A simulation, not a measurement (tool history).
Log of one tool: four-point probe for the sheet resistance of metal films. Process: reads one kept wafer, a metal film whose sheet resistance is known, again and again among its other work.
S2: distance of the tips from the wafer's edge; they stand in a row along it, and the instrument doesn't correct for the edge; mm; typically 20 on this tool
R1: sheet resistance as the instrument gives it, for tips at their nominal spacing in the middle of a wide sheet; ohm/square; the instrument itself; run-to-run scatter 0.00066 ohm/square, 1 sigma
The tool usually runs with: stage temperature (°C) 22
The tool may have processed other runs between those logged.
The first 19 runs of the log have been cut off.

{"run": 20, "hour": 813.7, "stage temperature (°C)": 28, "S2": 17, "R1": 3.286873}
{"run": 21, "hour": 865.3, "stage temperature (°C)": 23, "S2": 49, "R1": 3.285585}
{"hour": 870.8, "done": "stage's thermometer calibrated"}
{"run": 22, "hour": 904.0, "stage temperature (°C)": 27, "S2": 49, "R1": 3.28288}
{"run": 23, "hour": 947.8, "stage temperature (°C)": 27, "S2": 11, "R1": 3.289617}
{"run": 24, "hour": 982.1, "stage temperature (°C)": 27, "S2": 11, "R1": 3.289111}
{"run": 25, "hour": 1007.7, "stage temperature (°C)": 27, "S2": 11, "R1": 3.287819}
{"run": 26, "hour": 1056.9, "stage temperature (°C)": 28, "S2": 20, "R1": 3.283869}
{"run": 27, "hour": 1084.8, "stage temperature (°C)": 33, "S2": 23, "R1": 3.281599}
{"run": 28, "hour": 1123.6, "stage temperature (°C)": 24, "S2": 14, "R1": 3.285137}
{"hour": 1142.9, "done": "stage's thermometer calibrated, once more"}
{"run": 29, "hour": 1151.9, "stage temperature (°C)": 20, "S2": 17, "R1": 3.291048}
{"run": 30, "hour": 1194.8, "stage temperature (°C)": 29, "S2": 45, "R1": 3.285676}

Here are 3 independent what-if runs from the current tool condition. What would each one return?
{"run": "A", "hour": 1233.2, "stage temperature (°C)": 23, "S2": 50, "R1": "?"}
{"run": "B", "hour": 1233.2, "stage temperature (°C)": 20, "S2": 3, "R1": "?"}
{"run": "C", "hour": 1233.2, "stage temperature (°C)": 30, "S2": 3, "R1": "?"}

run=A R1=3.287735
run=B R1=3.365908
run=C R1=3.361643
The same runs, with their run-to-run variation unchanged, on a tool lacking any hidden condition would have given:
run=A R1=3.279528
run=B R1=3.357532
run=C R1=3.353250
